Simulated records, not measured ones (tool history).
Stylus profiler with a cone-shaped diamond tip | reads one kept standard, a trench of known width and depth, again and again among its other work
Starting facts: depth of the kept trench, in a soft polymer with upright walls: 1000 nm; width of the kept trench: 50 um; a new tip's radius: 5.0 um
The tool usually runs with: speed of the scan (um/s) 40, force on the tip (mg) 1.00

| run | hour | speed of the scan (um/s) | force on the tip (mg) | depth of the trench (angstrom) | width of the trench's floor (nm) |
|---|---|---|---|---|---|
| 1 | 0.0 | 40 | 1.00 | 10061.4 | 42740 |
| 2 | 9.7 | 40 | 1.00 | 10063.9 | 42700 |
| 3 | 22.5 | 40 | 1.00 | 10067.6 | 42700 |
| 4 | 36.4 | 40 | 1.00 | 10067.1 | 42670 |
| 5 | 49.9 | 40 | 1.00 | 10066.8 | 42640 |
| 6 | 63.4 | 40 | 1.00 | 10067.2 | 42610 |
| 7 | 72.8 | 40 | 2.54 | 10117.4 | 42680 |
| 8 | 90.4 | 40 | 1.00 | 10062.2 | 42580 |
| 9 | 101.9 | 40 | 1.00 | 10069.1 | 42580 |
| 10 | 120.4 | 40 | 1.00 | 10066.3 | 42510 |
| 11 | 139.7 | 40 | 1.00 | 10068.4 | 42500 |
| 12 | 157.5 | 40 | 2.63 | 10115.6 | 42510 |
| 13 | 172.6 | 40 | 2.63 | 10119.5 | 42550 |
| 14 | 193.3 | 40 | 2.63 | 10120.9 | 42470 |
| 15 | 201.9 | 70 | 1.09 | 10071.3 | 42310 |
| 16 | 218.4 | 70 | 1.09 | 10076.7 | 42310 |
| 17 | 237.4 | 40 | 0.52 | 10055.6 | 42230 |
| 18 | 256.0 | 40 | 0.52 | 10054.3 | 42230 |
| 19 | 270.9 | 93 | 0.46 | 10053.5 | 41920 |
| 20 | 287.5 | 93 | 0.46 | 10050.4 | 41910 |
| 21 | 299.7 | 93 | 0.46 | 10052.0 | 41870 |
| 22 | 315.4 | 93 | 0.46 | 10049.9 | 41910 |

Estimate the outcome of run 23 from the log above:
| 23 | 327.3 | 10 | 1.06 | ? | ? |

depth of the trench (angstrom): 10076.6
width of the trench's floor (nm): 42380
Minus the tool's unlogged condition, the same run would have read depth of the trench (angstrom) 10056.8, width of the trench's floor (nm) 43980.

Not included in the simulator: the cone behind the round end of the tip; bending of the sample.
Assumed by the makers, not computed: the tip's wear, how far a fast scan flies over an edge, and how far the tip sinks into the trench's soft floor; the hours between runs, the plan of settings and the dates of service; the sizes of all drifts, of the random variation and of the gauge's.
